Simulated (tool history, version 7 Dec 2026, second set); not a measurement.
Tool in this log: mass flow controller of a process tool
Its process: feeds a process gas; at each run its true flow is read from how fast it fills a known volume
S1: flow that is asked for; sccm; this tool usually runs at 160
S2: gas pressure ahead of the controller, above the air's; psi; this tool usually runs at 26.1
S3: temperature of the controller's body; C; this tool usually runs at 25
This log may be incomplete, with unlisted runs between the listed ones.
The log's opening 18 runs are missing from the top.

{"run": 19, "hour": 5577.4, "S1": 160, "S2": 26.1, "S3": 25, "true flow (%)": 102.33}
{"run": 20, "hour": 5932.7, "S1": 160, "S2": 26.1, "S3": 25, "true flow (%)": 102.51}
{"run": 21, "hour": 6201.1, "S1": 160, "S2": 26.1, "S3": 39, "true flow (%)": 103.45}
{"run": 22, "hour": 6548.5, "S1": 132, "S2": 28.1, "S3": 20, "true flow (%)": 102.59}
{"run": 23, "hour": 6940.3, "S1": 160, "S2": 26.1, "S3": 38, "true flow (%)": 103.59}
{"run": 24, "hour": 7185.8, "S1": 159, "S2": 29.9, "S3": 36, "true flow (%)": 103.6}
{"hour": 7252.2, "done": "controller's zero set anew"}
{"run": 25, "hour": 7441.0, "S1": 159, "S2": 29.9, "S3": 36, "true flow (%)": 103.3}
{"hour": 7507.9, "done": "controller exchanged for a calibrated one"}
{"run": 26, "hour": 7714.7, "S1": 61, "S2": 26.1, "S3": 22, "true flow (%)": 99.55}
{"run": 27, "hour": 8115.1, "S1": 89, "S2": 37.9, "S3": 38, "true flow (%)": 101.06}
{"run": 28, "hour": 8332.3, "S1": 89, "S2": 37.9, "S3": 38, "true flow (%)": 101.26}
{"run": 29, "hour": 8671.0, "S1": 45, "S2": 32.8, "S3": 38, "true flow (%)": 101.21}
{"run": 30, "hour": 8956.9, "S1": 45, "S2": 32.8, "S3": 38, "true flow (%)": 101.48}
{"run": 31, "hour": 9434.6, "S1": 160, "S2": 21.8, "S3": 22, "true flow (%)": 100.24}
{"run": 32, "hour": 9757.3, "S1": 160, "S2": 33.9, "S3": 25, "true flow (%)": 101.05}
{"run": 33, "hour": 10031.4, "S1": 36, "S2": 31.3, "S3": 24, "true flow (%)": 101.38}
{"run": 34, "hour": 10372.7, "S1": 185, "S2": 21.0, "S3": 24, "true flow (%)": 100.78}
{"run": 35, "hour": 10700.6, "S1": 80, "S2": 39.7, "S3": 34, "true flow (%)": 102.13}
{"run": 36, "hour": 11163.5, "S1": 80, "S2": 22.8, "S3": 36, "true flow (%)": 102.03}
{"run": 37, "hour": 11536.0, "S1": 80, "S2": 22.8, "S3": 36, "true flow (%)": 102.08}

Forecast each of these 3 alternatives for the next run:
{"run": "A", "hour": 11966.9, "S1": 44, "S2": 26.1, "S3": 29, "true flow (%)": "?"}
{"run": "B", "hour": 11966.9, "S1": 160, "S2": 29.3, "S3": 25, "true flow (%)": "?"}
{"run": "C", "hour": 11966.9, "S1": 158, "S2": 22.8, "S3": 36, "true flow (%)": "?"}

run=A true_flow_(%)=102.44
run=B true_flow_(%)=101.80
run=C true_flow_(%)=102.13
Stripped of hidden state, with their random variation kept, the same runs would have yielded:
run=A true_flow_(%)=99.80
run=B true_flow_(%)=99.90
run=C true_flow_(%)=100.22
